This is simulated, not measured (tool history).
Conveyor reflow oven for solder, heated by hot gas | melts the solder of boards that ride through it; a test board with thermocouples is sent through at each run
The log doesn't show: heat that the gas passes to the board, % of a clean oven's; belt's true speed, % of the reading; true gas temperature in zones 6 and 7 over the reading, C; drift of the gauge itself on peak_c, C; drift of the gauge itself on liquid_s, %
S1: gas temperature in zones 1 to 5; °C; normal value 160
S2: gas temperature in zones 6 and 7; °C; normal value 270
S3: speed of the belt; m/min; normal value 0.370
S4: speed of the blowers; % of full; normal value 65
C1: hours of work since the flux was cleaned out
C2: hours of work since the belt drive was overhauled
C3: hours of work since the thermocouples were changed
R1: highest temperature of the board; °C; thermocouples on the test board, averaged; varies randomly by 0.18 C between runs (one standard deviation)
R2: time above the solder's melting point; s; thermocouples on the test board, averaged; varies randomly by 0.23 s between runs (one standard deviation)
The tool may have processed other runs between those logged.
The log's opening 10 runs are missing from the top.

-- hour=193.5 flux residue cleaned out of gas plates and filters
run 11 hour=210.5 | S1=160 S2=270 S3=0.370 S4=51 | C1=12 C2=127 C3=456 | R1=247.7 R2=71.2
run 12 hour=227.9 | S1=160 S2=270 S3=0.370 S4=65 | C1=25 C2=140 C3=469 | R1=251.9 R2=77.0
run 13 hour=254.8 | S1=160 S2=270 S3=0.370 S4=65 | C1=44 C2=159 C3=488 | R1=251.6 R2=77.2
run 14 hour=266.4 | S1=160 S2=270 S3=0.370 S4=65 | C1=52 C2=167 C3=496 | R1=251.2 R2=76.6
run 15 hour=292.7 | S1=160 S2=270 S3=0.370 S4=65 | C1=71 C2=186 C3=515 | R1=251.3 R2=76.7
run 16 hour=318.8 | S1=160 S2=270 S3=0.370 S4=65 | C1=89 C2=204 C3=533 | R1=251.4 R2=76.4
run 17 hour=338.1 | S1=160 S2=279 S3=0.346 S4=87 | C1=103 C2=218 C3=547 | R1=266.2 R2=98.6
run 18 hour=363.0 | S1=165 S2=270 S3=0.370 S4=65 | C1=121 C2=236 C3=565 | R1=252.3 R2=79.8
run 19 hour=381.7 | S1=165 S2=270 S3=0.370 S4=65 | C1=134 C2=249 C3=578 | R1=252.0 R2=79.6
run 20 hour=405.8 | S1=165 S2=270 S3=0.370 S4=65 | C1=151 C2=266 C3=595 | R1=252.0 R2=79.0
-- hour=420.6 flux residue cleaned out of gas plates and filters
run 21 hour=436.9 | S1=160 S2=262 S3=0.355 S4=68 | C1=12 C2=285 C3=614 | R1=247.4 R2=76.4
run 22 hour=459.8 | S1=148 S2=269 S3=0.355 S4=68 | C1=28 C2=301 C3=630 | R1=251.6 R2=75.9
run 23 hour=477.0 | S1=146 S2=268 S3=0.412 S4=65 | C1=40 C2=314 C3=643 | R1=243.1 R2=53.1
run 24 hour=493.7 | S1=159 S2=270 S3=0.428 S4=66 | C1=52 C2=325 C3=655 | R1=246.0 R2=58.5
run 25 hour=517.3 | S1=173 S2=275 S3=0.406 S4=65 | C1=69 C2=342 C3=671 | R1=255.3 R2=78.1
run 26 hour=528.7 | S1=153 S2=276 S3=0.323 S4=65 | C1=77 C2=350 C3=680 | R1=261.3 R2=98.1
run 27 hour=541.5 | S1=153 S2=276 S3=0.323 S4=65 | C1=86 C2=360 C3=689 | R1=261.2 R2=97.4
run 28 hour=567.9 | S1=163 S2=277 S3=0.370 S4=78 | C1=105 C2=378 C3=707 | R1=261.3 R2=88.9
run 29 hour=593.6 | S1=160 S2=270 S3=0.316 S4=65 | C1=123 C2=397 C3=726 | R1=257.6 R2=99.5
run 30 hour=607.7 | S1=162 S2=270 S3=0.316 S4=65 | C1=133 C2=407 C3=736 | R1=257.3 R2=100.6

Each row is a separate what-if for the run after 30, all from the same tool condition, not one after another. Results?
run A hour=629.9 | S1=160 S2=277 S3=0.370 S4=65 | C1=149 C2=423 C3=752 | R1=? R2=?
run B hour=629.9 | S1=160 S2=282 S3=0.370 S4=54 | C1=149 C2=423 C3=752 | R1=? R2=?
run C hour=629.9 | S1=152 S2=267 S3=0.370 S4=65 | C1=149 C2=423 C3=752 | R1=? R2=?
run D hour=629.9 | S1=151 S2=273 S3=0.316 S4=67 | C1=149 C2=423 C3=752 | R1=? R2=?
run E hour=629.9 | S1=165 S2=265 S3=0.316 S4=54 | C1=149 C2=423 C3=752 | R1=? R2=?

run=A R1=257.5 R2=83.3
run=B R1=258.5 R2=83.5
run=C R1=247.2 R2=68.3
run=D R1=259.0 R2=96.8
run=E R1=251.1 R2=93.7
What these runs would have given with no unlogged condition in the tool:
run=A R1=256.5 R2=82.1
run=B R1=257.5 R2=82.2
run=C R1=246.2 R2=67.1
run=D R1=257.7 R2=95.4
run=E R1=249.6 R2=91.7

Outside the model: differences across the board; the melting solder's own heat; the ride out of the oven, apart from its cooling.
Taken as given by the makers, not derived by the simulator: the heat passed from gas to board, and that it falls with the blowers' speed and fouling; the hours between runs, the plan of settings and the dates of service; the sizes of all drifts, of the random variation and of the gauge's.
